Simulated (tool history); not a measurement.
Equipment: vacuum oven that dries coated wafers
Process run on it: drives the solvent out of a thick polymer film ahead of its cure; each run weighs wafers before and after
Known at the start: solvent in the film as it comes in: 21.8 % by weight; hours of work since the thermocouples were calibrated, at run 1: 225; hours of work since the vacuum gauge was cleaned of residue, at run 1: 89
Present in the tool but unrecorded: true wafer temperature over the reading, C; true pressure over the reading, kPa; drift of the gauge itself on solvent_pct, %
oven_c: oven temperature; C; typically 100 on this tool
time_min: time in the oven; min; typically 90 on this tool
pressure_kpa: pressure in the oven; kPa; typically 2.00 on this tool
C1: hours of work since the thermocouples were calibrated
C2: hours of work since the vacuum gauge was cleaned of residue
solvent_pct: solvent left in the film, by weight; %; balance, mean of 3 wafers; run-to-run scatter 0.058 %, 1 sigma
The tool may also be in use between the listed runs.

run 1 day=0.000 | oven_c=100 time_min=90 pressure_kpa=2.00 | C1=225 C2=89 | solvent_pct=3.15
run 2 day=0.450 | oven_c=100 time_min=90 pressure_kpa=2.00 | C1=230 C2=93 | solvent_pct=3.21
run 3 day=1.050 | oven_c=100 time_min=90 pressure_kpa=2.00 | C1=236 C2=99 | solvent_pct=3.23
run 4 day=1.725 | oven_c=100 time_min=90 pressure_kpa=2.00 | C1=243 C2=106 | solvent_pct=3.16
run 5 day=2.138 | oven_c=100 time_min=90 pressure_kpa=2.00 | C1=247 C2=110 | solvent_pct=3.28
run 6 day=2.688 | oven_c=93 time_min=90 pressure_kpa=2.00 | C1=252 C2=116 | solvent_pct=6.04
run 7 day=3.533 | oven_c=107 time_min=90 pressure_kpa=2.00 | C1=261 C2=124 | solvent_pct=1.44
run 8 day=4.275 | oven_c=107 time_min=90 pressure_kpa=2.00 | C1=268 C2=132 | solvent_pct=1.57
run 9 day=5.271 | oven_c=107 time_min=90 pressure_kpa=2.00 | C1=278 C2=142 | solvent_pct=1.52
run 10 day=6.021 | oven_c=107 time_min=90 pressure_kpa=2.00 | C1=286 C2=149 | solvent_pct=1.42
run 11 day=7.021 | oven_c=107 time_min=90 pressure_kpa=3.02 | C1=296 C2=160 | solvent_pct=1.94
run 12 day=8.000 | oven_c=107 time_min=90 pressure_kpa=6.54 | C1=306 C2=169 | solvent_pct=3.45
run 13 day=8.650 | oven_c=114 time_min=90 pressure_kpa=2.00 | C1=312 C2=176 | solvent_pct=0.84
run 14 day=9.492 | oven_c=100 time_min=90 pressure_kpa=2.00 | C1=321 C2=184 | solvent_pct=3.20
run 15 day=10.200 | oven_c=100 time_min=90 pressure_kpa=2.00 | C1=328 C2=191 | solvent_pct=3.14
run 16 day=11.083 | oven_c=100 time_min=90 pressure_kpa=2.00 | C1=337 C2=200 | solvent_pct=3.30
run 17 day=12.017 | oven_c=100 time_min=90 pressure_kpa=2.00 | C1=346 C2=210 | solvent_pct=3.22
run 18 day=12.762 | oven_c=106 time_min=90 pressure_kpa=2.00 | C1=354 C2=217 | solvent_pct=1.58
run 19 day=13.733 | oven_c=106 time_min=90 pressure_kpa=2.00 | C1=363 C2=227 | solvent_pct=1.64
run 20 day=14.692 | oven_c=100 time_min=90 pressure_kpa=2.00 | C1=373 C2=237 | solvent_pct=3.28
run 21 day=15.675 | oven_c=100 time_min=90 pressure_kpa=2.00 | C1=383 C2=247 | solvent_pct=3.31
run 22 day=16.679 | oven_c=100 time_min=47 pressure_kpa=2.00 | C1=393 C2=257 | solvent_pct=6.79
run 23 day=17.358 | oven_c=100 time_min=47 pressure_kpa=2.00 | C1=400 C2=263 | solvent_pct=6.77
run 24 day=18.350 | oven_c=100 time_min=112 pressure_kpa=1.30 | C1=410 C2=273 | solvent_pct=2.02
run 25 day=18.879 | oven_c=96 time_min=152 pressure_kpa=1.62 | C1=415 C2=279 | solvent_pct=2.22
run 26 day=19.462 | oven_c=96 time_min=152 pressure_kpa=1.62 | C1=421 C2=285 | solvent_pct=2.34
run 27 day=20.342 | oven_c=100 time_min=98 pressure_kpa=2.00 | C1=430 C2=293 | solvent_pct=2.84
run 28 day=20.854 | oven_c=100 time_min=63 pressure_kpa=2.00 | C1=435 C2=299 | solvent_pct=5.08
run 29 day=21.275 | oven_c=102 time_min=61 pressure_kpa=2.00 | C1=439 C2=303 | solvent_pct=4.38
run 30 day=21.858 | oven_c=86 time_min=49 pressure_kpa=5.14 | C1=445 C2=309 | solvent_pct=14.23
run 31 day=22.875 | oven_c=90 time_min=54 pressure_kpa=1.15 | C1=455 C2=319 | solvent_pct=10.15
run 32 day=23.421 | oven_c=90 time_min=54 pressure_kpa=1.15 | C1=461 C2=324 | solvent_pct=10.19
run 33 day=24.367 | oven_c=92 time_min=90 pressure_kpa=6.18 | C1=470 C2=334 | solvent_pct=9.03
run 34 day=24.788 | oven_c=92 time_min=90 pressure_kpa=6.18 | C1=475 C2=338 | solvent_pct=9.05
run 35 day=25.517 | oven_c=92 time_min=90 pressure_kpa=6.18 | C1=482 C2=346 | solvent_pct=9.06

Run 36 is up next; what results do you expect?
run 36 day=26.454 | oven_c=114 time_min=129 pressure_kpa=1.12 | C1=491 C2=355 | solvent_pct=?

solvent_pct: 0.39 %
Without the tool's hidden state the same run would have given solvent_pct 0.34 %.

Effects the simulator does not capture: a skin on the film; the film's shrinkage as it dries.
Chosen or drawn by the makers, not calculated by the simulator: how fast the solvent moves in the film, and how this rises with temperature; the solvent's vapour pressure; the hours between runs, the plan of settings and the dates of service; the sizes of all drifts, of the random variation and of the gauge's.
